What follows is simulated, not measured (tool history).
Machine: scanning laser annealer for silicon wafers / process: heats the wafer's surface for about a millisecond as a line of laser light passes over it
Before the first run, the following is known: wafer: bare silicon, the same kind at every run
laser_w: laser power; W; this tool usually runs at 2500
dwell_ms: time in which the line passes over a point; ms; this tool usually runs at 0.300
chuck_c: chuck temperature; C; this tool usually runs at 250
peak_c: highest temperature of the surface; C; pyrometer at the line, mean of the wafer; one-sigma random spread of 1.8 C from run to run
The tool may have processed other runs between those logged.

run	hour	laser_w	dwell_ms	chuck_c	peak_c
1	0.0	2500	0.300	250	923
2	19.2	2500	0.300	250	926
3	27.5	2500	0.222	250	836
4	41.2	2500	0.222	250	834
# hour 44.9: window over the wafer cleaned
5	54.4	2500	0.222	250	832
6	70.3	2500	0.300	250	921

Run 7, settings as shown, results not yet in. Your forecast:
7	82.4	2500	0.300	250	?

Run 7 gave peak_c 921 C.
With no hidden state in the tool, this same run would have given peak_c 954 C.
